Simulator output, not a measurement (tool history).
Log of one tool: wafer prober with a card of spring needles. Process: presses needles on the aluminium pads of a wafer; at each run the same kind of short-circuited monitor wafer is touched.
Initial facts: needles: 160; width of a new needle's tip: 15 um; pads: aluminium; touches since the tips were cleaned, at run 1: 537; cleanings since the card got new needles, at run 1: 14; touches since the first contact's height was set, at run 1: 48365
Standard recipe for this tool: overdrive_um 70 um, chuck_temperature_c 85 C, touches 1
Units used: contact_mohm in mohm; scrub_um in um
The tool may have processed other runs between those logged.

| run | day | overdrive_um | chuck_temperature_c | touches | touches since the tips were cleaned | cleanings since the card got new needles | touches since the first contact's height was set | contact_mohm | scrub_um |
|---|---|---|---|---|---|---|---|---|---|
| 1 | 0 | 70 | 85 | 1 | 537 | 14 | 48365 | 258 | 18.26 |
|  | 0.558 | tips cleaned on abrasive film |
|  | 1.304 | tips cleaned on abrasive film |
| 2 | 1.708 | 70 | 113 | 1 | 1678 | 16 | 55405 | 281 | 18.23 |
|  | 2.021 | tips cleaned on abrasive film |
|  | 2.708 | tips cleaned on abrasive film |
| 3 | 2.758 | 70 | 85 | 1 | 194 | 18 | 59718 | 254 | 18.12 |
|  | 3.429 | tips cleaned on abrasive film |
| 4 | 3.979 | 70 | 85 | 1 | 2272 | 19 | 64765 | 289 | 18.08 |
|  | 4.125 | tips cleaned on abrasive film |
|  | 4.867 | tips cleaned on abrasive film |
|  | 5.633 | tips cleaned on abrasive film |
| 5 | 5.683 | 70 | 85 | 1 | 217 | 22 | 71786 | 247 | 18.11 |
|  | 6.379 | tips cleaned on abrasive film |
|  | 7.096 | tips cleaned on abrasive film |
| 6 | 7.117 | 70 | 85 | 1 | 87 | 24 | 77680 | 249 | 18.05 |
|  | 7.783 | tips cleaned on abrasive film |
|  | 8.508 | tips cleaned on abrasive film |
| 7 | 8.588 | 70 | 85 | 1 | 317 | 26 | 83738 | 256 | 17.97 |
|  | 9.267 | tips cleaned on abrasive film |
|  | 9.958 | tips cleaned on abrasive film |
| 8 | 10.262 | 70 | 85 | 3 | 1264 | 28 | 90649 | 249 | 18.01 |
|  | 10.733 | tips cleaned on abrasive film |
|  | 11.479 | tips cleaned on abrasive film |
| 9 | 11.7 | 70 | 85 | 3 | 920 | 30 | 96573 | 251 | 17.94 |
|  | 12.212 | tips cleaned on abrasive film |
| 10 | 12.462 | 81 | 85 | 1 | 1037 | 31 | 99707 | 261 | 20.85 |
|  | 12.967 | tips cleaned on abrasive film |
|  | 13.658 | tips cleaned on abrasive film |
| 11 | 13.888 | 81 | 85 | 2 | 949 | 33 | 105587 | 253 | 20.78 |
|  | 14.446 | tips cleaned on abrasive film |
|  | 15.217 | tips cleaned on abrasive film |
| 12 | 15.404 | 70 | 85 | 2 | 779 | 35 | 111827 | 254 | 17.77 |
|  | 15.967 | tips cleaned on abrasive film |
| 13 | 16.196 | 70 | 85 | 2 | 933 | 36 | 115089 | 253 | 17.8 |
|  | 16.729 | tips cleaned on abrasive film |
| 14 | 17.117 | 70 | 85 | 2 | 1603 | 37 | 118899 | 259 | 17.77 |
|  | 17.475 | tips cleaned on abrasive film |
|  | 18.225 | tips cleaned on abrasive film |
| 15 | 18.229 | 70 | 59 | 1 | 11 | 39 | 123463 | 244 | 17.74 |
|  | 18.971 | tips cleaned on abrasive film |
|  | 19.696 | tips cleaned on abrasive film |
| 16 | 19.696 | 70 | 85 | 1 | 0 | 41 | 129514 | 249 | 17.75 |
|  | 20.462 | tips cleaned on abrasive film |
| 17 | 20.788 | 70 | 85 | 1 | 1332 | 42 | 134014 | 275 | 17.68 |
|  | 20.954 | height of the first contact set anew |
|  | 21.267 | tips cleaned on abrasive film |
| 18 | 21.75 | 61 | 123 | 3 | 2000 | 43 | 3277 | 270 | 16.08 |
|  | 21.971 | tips cleaned on abrasive film |
|  | 22.746 | tips cleaned on abrasive film |
| 19 | 23.396 | 82 | 85 | 1 | 2680 | 45 | 10051 | 278 | 21.56 |
|  | 23.492 | tips cleaned on abrasive film |
| 20 | 24.158 | 69 | 59 | 1 | 2753 | 46 | 13194 | 287 | 18.11 |
|  | 24.242 | tips cleaned on abrasive film |
|  | 24.929 | tips cleaned on abrasive film |
|  | 25.629 | tips cleaned on abrasive film |
| 21 | 25.629 | 69 | 59 | 1 | 0 | 49 | 19245 | 241 | 18.1 |
|  | 26.408 | tips cleaned on abrasive film |
| 22 | 27 | 66 | 87 | 3 | 2450 | 50 | 24907 | 264 | 17.25 |
|  | 27.233 | tips cleaned on abrasive film |
|  | 28.004 | tips cleaned on abrasive film |
| 23 | 28.567 | 70 | 28 | 1 | 2328 | 52 | 31365 | 276 | 18.3 |
|  | 28.717 | tips cleaned on abrasive film |
|  | 29.446 | tips cleaned on abrasive film |
|  | 30.15 | tips cleaned on abrasive film |
| 24 | 30.208 | 62 | 76 | 2 | 234 | 55 | 38116 | 252 | 16.08 |
|  | 30.917 | tips cleaned on abrasive film |
| 25 | 31.062 | 83 | 85 | 1 | 606 | 56 | 41633 | 254 | 21.54 |
|  | 31.683 | tips cleaned on abrasive film |
| 26 | 32.321 | 83 | 85 | 1 | 2638 | 57 | 46838 | 280 | 21.51 |
|  | 32.454 | tips cleaned on abrasive film |
|  | 33.254 | tips cleaned on abrasive film |
|  | 33.975 | tips cleaned on abrasive film |
| 27 | 34.058 | 83 | 85 | 1 | 351 | 60 | 53992 | 253 | 21.57 |
|  | 34.662 | tips cleaned on abrasive film |
|  | 35.354 | tips cleaned on abrasive film |
| 28 | 35.408 | 85 | 85 | 2 | 237 | 62 | 59551 | 246 | 22.06 |
|  | 36.179 | tips cleaned on abrasive film |
|  | 36.967 | tips cleaned on abrasive film |
| 29 | 36.967 | 85 | 36 | 2 | 0 | 64 | 65965 | 236 | 21.96 |
|  | 37.662 | tips cleaned on abrasive film |
| 30 | 38.225 | 85 | 60 | 2 | 2330 | 65 | 71168 | 256 | 22 |
|  | 38.446 | tips cleaned on abrasive film |
|  | 39.188 | tips cleaned on abrasive film |
| 31 | 39.292 | 78 | 118 | 2 | 446 | 67 | 75555 | 258 | 20.06 |

Some steps in contact_mohm between neighbouring runs. How much of each would the tool show without its hidden state too (settings, what came in, random variation), and how much is left for the hidden state, with any gauge scatter that isn't in both results?
Hidden state present: debris on the tips, nm; way that the needles fall short of the set height, um; tips' diameter, um; drift of the gauge itself on contact_mohm, %; drift of the gauge itself on scrub_um, %.
Run 3 -> 4: tips cleaned on abrasive film. contact_mohm +35 mohm: hidden state +36, all else -1.
Run 4 -> 5: tips cleaned on abrasive film, tips cleaned on abrasive film, tips cleaned on abrasive film. contact_mohm -42 mohm: hidden state -35, all else -7.
Run 20 -> 21: tips cleaned on abrasive film, tips cleaned on abrasive film, tips cleaned on abrasive film. contact_mohm -46 mohm: hidden state -48, all else +2.
Run 23 -> 24: overdrive_um 70 -> 62, chuck_temperature_c 28 -> 76, touches 1 -> 2, tips cleaned on abrasive film, tips cleaned on abrasive film, tips cleaned on abrasive film. contact_mohm -24 mohm: hidden state -40, all else +16.
